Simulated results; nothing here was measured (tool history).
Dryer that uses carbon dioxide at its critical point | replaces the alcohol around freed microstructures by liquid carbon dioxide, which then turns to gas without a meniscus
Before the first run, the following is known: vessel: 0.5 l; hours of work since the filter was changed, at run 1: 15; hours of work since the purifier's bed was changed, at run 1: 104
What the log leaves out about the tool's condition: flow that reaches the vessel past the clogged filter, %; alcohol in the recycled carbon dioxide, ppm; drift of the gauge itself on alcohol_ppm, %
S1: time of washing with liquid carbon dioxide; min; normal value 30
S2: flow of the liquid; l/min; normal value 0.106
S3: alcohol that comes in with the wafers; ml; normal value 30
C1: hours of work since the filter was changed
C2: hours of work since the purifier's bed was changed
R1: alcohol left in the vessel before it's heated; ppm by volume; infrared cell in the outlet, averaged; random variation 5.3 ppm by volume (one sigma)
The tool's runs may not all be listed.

run 1 day=0 | S1=30 S2=0.106 S3=30 | C1=15 C2=104 | R1=117
run 2 day=0.217 | S1=30 S2=0.106 S3=30 | C1=16 C2=105 | R1=129
run 3 day=0.417 | S1=30 S2=0.106 S3=30 | C1=18 C2=107 | R1=124
run 4 day=0.738 | S1=41 S2=0.106 S3=30 | C1=20 C2=109 | R1=26
run 5 day=1.133 | S1=41 S2=0.106 S3=30 | C1=23 C2=113 | R1=22
run 6 day=1.425 | S1=41 S2=0.106 S3=30 | C1=26 C2=115 | R1=30
run 7 day=1.779 | S1=41 S2=0.106 S3=30 | C1=28 C2=118 | R1=17
run 8 day=2.2 | S1=41 S2=0.106 S3=30 | C1=32 C2=121 | R1=29
run 9 day=2.558 | S1=30 S2=0.106 S3=30 | C1=35 C2=124 | R1=137
run 10 day=2.867 | S1=30 S2=0.106 S3=30 | C1=37 C2=126 | R1=129
run 11 day=3.167 | S1=30 S2=0.106 S3=30 | C1=39 C2=128 | R1=134
run 12 day=3.442 | S1=30 S2=0.106 S3=30 | C1=41 C2=131 | R1=127
run 13 day=3.688 | S1=30 S2=0.106 S3=30 | C1=43 C2=132 | R1=143
run 14 day=3.917 | S1=30 S2=0.106 S3=30 | C1=45 C2=134 | R1=129
run 15 day=4.321 | S1=30 S2=0.106 S3=30 | C1=48 C2=137 | R1=142
run 16 day=4.725 | S1=30 S2=0.106 S3=30 | C1=51 C2=141 | R1=139
run 17 day=5.121 | S1=20 S2=0.106 S3=42 | C1=55 C2=144 | R1=1345
run 18 day=5.379 | S1=22 S2=0.129 S3=26 | C1=57 C2=146 | R1=220
run 19 day=5.575 | S1=33 S2=0.078 S3=20 | C1=58 C2=147 | R1=276
run 20 day=5.971 | S1=48 S2=0.065 S3=60 | C1=61 C2=150 | R1=287
run 21 day=6.221 | S1=30 S2=0.106 S3=77 | C1=63 C2=152 | R1=328
run 22 day=6.5 | S1=30 S2=0.106 S3=77 | C1=65 C2=154 | R1=328
run 23 day=6.788 | S1=41 S2=0.106 S3=45 | C1=68 C2=157 | R1=26
run 24 day=6.967 | S1=41 S2=0.163 S3=59 | C1=69 C2=158 | R1=19
run 25 day=7.358 | S1=41 S2=0.163 S3=59 | C1=72 C2=161 | R1=14
run 26 day=7.654 | S1=45 S2=0.172 S3=52 | C1=74 C2=163 | R1=21
run 27 day=8.088 | S1=48 S2=0.172 S3=52 | C1=78 C2=167 | R1=14
run 28 day=8.396 | S1=23 S2=0.13 S3=30 | C1=80 C2=169 | R1=192
run 29 day=8.696 | S1=30 S2=0.115 S3=55 | C1=82 C2=172 | R1=148

Forecast each of these 4 alternatives for the next run:
run A day=9.033 | S1=19 S2=0.115 S3=87 | C1=85 C2=174 | R1=?
run B day=9.033 | S1=39 S2=0.115 S3=55 | C1=85 C2=174 | R1=?
run C day=9.033 | S1=30 S2=0.162 S3=41 | C1=85 C2=174 | R1=?
run D day=9.033 | S1=24 S2=0.094 S3=36 | C1=85 C2=174 | R1=?

run=A R1=2484
run=B R1=26
run=C R1=24
run=D R1=925
Take away the tool's hidden state, keep each run's random variation, and the runs would have read:
run=A R1=2264
run=B R1=12
run=C R1=12
run=D R1=834

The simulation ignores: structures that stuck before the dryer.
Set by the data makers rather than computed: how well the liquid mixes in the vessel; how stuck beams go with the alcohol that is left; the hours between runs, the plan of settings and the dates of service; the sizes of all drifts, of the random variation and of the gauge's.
